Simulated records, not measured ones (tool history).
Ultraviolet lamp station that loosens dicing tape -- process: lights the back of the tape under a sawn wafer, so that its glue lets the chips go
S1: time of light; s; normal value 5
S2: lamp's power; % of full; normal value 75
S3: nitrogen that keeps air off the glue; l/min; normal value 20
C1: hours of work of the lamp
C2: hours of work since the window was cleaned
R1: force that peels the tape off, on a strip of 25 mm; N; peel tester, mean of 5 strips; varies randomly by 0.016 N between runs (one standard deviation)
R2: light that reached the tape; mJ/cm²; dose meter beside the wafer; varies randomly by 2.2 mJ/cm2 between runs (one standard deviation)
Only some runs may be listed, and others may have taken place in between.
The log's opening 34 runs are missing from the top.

run      day  S1  S2  S3   C1   C2     R1   R2
 35  106.475   5  63   9  540  226  1.954  177
 36  109.346   5  63   9  577  263  1.893  171
 37  112.671   6  81   6  619  305  1.297  266
     113.858  -- window cleaned of glue's vapour
 38  114.871   4  79  20  647   13  1.065  170
 39  117.146   5  73  20  677   42  0.819  197
 40  119.088   5  73  20  701   67  0.841  201
 41  123.004   5  99   9  752  117  0.865  266
 42  126.725   5  99   9  799  165  0.878  267
 43  129.908   5  99   9  840  206  0.867  266
 44  134.125   5  99   9  894  260  0.876  266

3 ways to go on from here, each from the tool as it stands after run 44. What would each give?
  A  137.838   6  79  20  942  307   ?   ?
  B  137.838   4  75  38  942  307   ?   ?
  C  137.838   5  67  23  942  307   ?   ?

run     R1   R2
  A  0.480  257
  B  0.786  163
  C  0.892  182
Take away the tool's hidden state, keep each run's random variation, and the runs would have read:
run     R1   R2
  A  0.478  257
  B  0.783  163
  C  0.889  183
